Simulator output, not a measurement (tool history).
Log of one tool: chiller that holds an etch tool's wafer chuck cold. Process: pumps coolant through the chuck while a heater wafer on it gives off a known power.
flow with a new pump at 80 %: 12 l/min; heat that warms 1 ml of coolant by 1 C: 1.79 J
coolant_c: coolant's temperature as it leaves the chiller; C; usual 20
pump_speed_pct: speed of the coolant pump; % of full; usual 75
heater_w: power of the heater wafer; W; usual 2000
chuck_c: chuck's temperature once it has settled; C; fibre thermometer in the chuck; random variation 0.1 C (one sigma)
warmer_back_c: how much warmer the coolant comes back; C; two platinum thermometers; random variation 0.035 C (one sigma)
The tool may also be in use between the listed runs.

Run 1, hour 0.0: usual settings. Result: chuck_c 38.1 C, warmer_back_c 6.33 C.
Run 2, hour 106.9: usual settings but heater_w 2940 W. Result: chuck_c 46.7 C, warmer_back_c 9.36 C.
At hour 174.5: coolant changed, channels flushed.
Run 3, hour 242.7: usual settings but heater_w 2940 W. Result: chuck_c 43.8 C, warmer_back_c 9.36 C.
Run 4, hour 354.4: usual settings but coolant_c 27 C. Result: chuck_c 43.3 C, warmer_back_c 6.39 C.
Run 5, hour 478.7: usual settings but coolant_c 27 C. Result: chuck_c 43.2 C, warmer_back_c 6.36 C.
Run 6, hour 565.1: usual settings but coolant_c 27 C. Result: chuck_c 43.4 C, warmer_back_c 6.46 C.
Run 7, hour 625.2: usual settings but pump_speed_pct 74 % of full. Result: chuck_c 36.6 C, warmer_back_c 6.52 C.
Run 8, hour 760.0: usual settings but pump_speed_pct 74 % of full. Result: chuck_c 36.5 C, warmer_back_c 6.57 C.
Run 9, hour 830.7: usual settings but pump_speed_pct 74 % of full. Result: chuck_c 36.6 C, warmer_back_c 6.53 C.
Run 10, hour 933.1: usual settings but pump_speed_pct 74 % of full. Result: chuck_c 36.6 C, warmer_back_c 6.55 C.
Run 11, hour 1029.1: usual settings but pump_speed_pct 74 % of full. Result: chuck_c 36.7 C, warmer_back_c 6.57 C.
Run 12, hour 1134.4: usual settings but pump_speed_pct 74 % of full. Result: chuck_c 36.7 C, warmer_back_c 6.53 C.
Run 13, hour 1202.9: usual settings but pump_speed_pct 74 % of full. Result: chuck_c 36.7 C, warmer_back_c 6.52 C.
Run 14, hour 1305.4: usual settings but pump_speed_pct 74 % of full. Result: chuck_c 36.8 C, warmer_back_c 6.59 C.
Run 15, hour 1393.9: usual settings but coolant_c 21 C. Result: chuck_c 37.9 C, warmer_back_c 6.44 C.
At hour 1417.2: chiller's thermometer calibrated.
Run 16, hour 1479.5: usual settings but coolant_c 21 C, heater_w 1563 W. Result: chuck_c 33.8 C, warmer_back_c 5.07 C.
Run 17, hour 1584.7: usual settings but coolant_c 21 C, heater_w 1563 W. Result: chuck_c 33.8 C, warmer_back_c 5.05 C.
Run 18, hour 1716.9: usual settings but coolant_c 21 C, heater_w 1563 W. Result: chuck_c 33.8 C, warmer_back_c 5.09 C.
Run 19, hour 1796.1: usual settings but coolant_c 22 C, pump_speed_pct 71 % of full, heater_w 1419 W. Result: chuck_c 34.3 C, warmer_back_c 4.97 C.
Run 20, hour 1922.3: usual settings but coolant_c 14 C, pump_speed_pct 85 % of full. Result: chuck_c 29.2 C, warmer_back_c 5.80 C.
Run 21, hour 2043.9: usual settings but coolant_c 14 C, pump_speed_pct 85 % of full. Result: chuck_c 29.0 C, warmer_back_c 5.77 C.
Run 22, hour 2144.1: usual settings but coolant_c 14 C, pump_speed_pct 85 % of full. Result: chuck_c 29.4 C, warmer_back_c 5.83 C.
Run 23, hour 2264.6: usual settings but coolant_c 14 C, pump_speed_pct 69 % of full, heater_w 1098 W. Result: chuck_c 23.8 C, warmer_back_c 3.91 C.
Run 24, hour 2378.4: usual settings but pump_speed_pct 93 % of full, heater_w 2800 W. Result: chuck_c 40.1 C, warmer_back_c 7.40 C.
Run 25, hour 2500.4: usual settings but coolant_c 12 C, heater_w 2005 W. Result: chuck_c 29.0 C, warmer_back_c 6.56 C.
Run 26, hour 2577.3: usual settings but coolant_c 12 C, heater_w 2005 W. Result: chuck_c 28.9 C, warmer_back_c 6.55 C.
Run 27, hour 2698.4: usual settings but coolant_c 12 C, heater_w 2005 W. Result: chuck_c 29.0 C, warmer_back_c 6.65 C.
Run 28, hour 2785.4: usual settings but coolant_c 19 C, pump_speed_pct 92 % of full, heater_w 2005 W. Result: chuck_c 33.7 C, warmer_back_c 5.38 C.
Run 29, hour 2866.3: usual settings but coolant_c 19 C, pump_speed_pct 92 % of full, heater_w 2005 W. Result: chuck_c 34.0 C, warmer_back_c 5.43 C.
Run 30, hour 2949.6: usual settings but coolant_c 19 C, pump_speed_pct 92 % of full, heater_w 2005 W. Result: chuck_c 33.9 C, warmer_back_c 5.41 C.
Run 31, hour 3035.4: usual settings but coolant_c 19 C, pump_speed_pct 92 % of full, heater_w 2005 W. Result: chuck_c 33.9 C, warmer_back_c 5.42 C.

Hidden state or all else? Some run-to-run changes of chuck_c, split into what the settings, what came in and random variation would give without the hidden state, and what is left for the hidden state (with any gauge scatter that isn't in both results):
The hidden state here: heat passed by the chuck's channels, % of clean ones'; flow at a given pump speed, % of a new pump's; coolant's true temperature over the reading, C; drift of the gauge itself on chuck_c, C; drift of the gauge itself on warmer_back_c, C.
Run 1 -> 2: heater_w 2000 -> 2940. chuck_c +8.6 C: hidden state +1.4, all else +7.2.
Run 2 -> 3: coolant changed, channels flushed. chuck_c -2.9 C: hidden state -2.8, all else -0.1.
Run 23 -> 24: coolant_c 14 -> 20, pump_speed_pct 69 -> 93, heater_w 1098 -> 2800. chuck_c +16.3 C: hidden state +0.9, all else +15.4.
Run 24 -> 25: coolant_c 20 -> 12, pump_speed_pct 93 -> 75, heater_w 2800 -> 2005. chuck_c -11.1 C: hidden state -0.2, all else -10.9.
